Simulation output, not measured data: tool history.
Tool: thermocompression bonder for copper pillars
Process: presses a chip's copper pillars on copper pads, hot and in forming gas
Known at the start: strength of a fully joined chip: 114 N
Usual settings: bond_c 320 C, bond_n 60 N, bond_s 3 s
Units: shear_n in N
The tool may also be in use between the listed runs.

run	hour	bond_c	bond_n	bond_s	shear_n
1	0.0	320	60	3	47.1
2	7.0	320	60	3	48.4
3	14.8	320	60	3	48.3
4	19.4	320	60	3	48.9
5	26.3	320	60	3	47.1
6	33.3	320	60	4	52.7
7	42.0	320	60	4	54.5
8	50.6	320	60	4	53.4
9	57.0	320	60	3	48.4
10	60.7	320	60	3	48.3
# hour 64.1: forming gas filter changed
11	68.6	320	60	3	45.9
12	75.1	320	60	3	48.4
13	80.9	320	60	3	49.0
14	86.5	320	60	3	48.7
15	95.0	349	63	5	73.6
16	101.3	292	65	3	39.6
17	109.3	335	60	3	53.9
18	116.0	329	81	2	57.3
19	122.9	290	41	2	20.7
20	127.2	290	41	2	20.5
21	132.4	292	54	3	33.6
22	137.2	301	74	5	59.2

Forecast each of these 3 alternatives for the next run:
A	144.4	301	74	3	?
B	144.4	320	47	2	?
C	144.4	337	60	5	?

run	shear_n
A	49.6
B	33.0
C	66.3
Without the tool's hidden state the same runs would have given:
run	shear_n
A	50.0
B	33.3
C	66.7

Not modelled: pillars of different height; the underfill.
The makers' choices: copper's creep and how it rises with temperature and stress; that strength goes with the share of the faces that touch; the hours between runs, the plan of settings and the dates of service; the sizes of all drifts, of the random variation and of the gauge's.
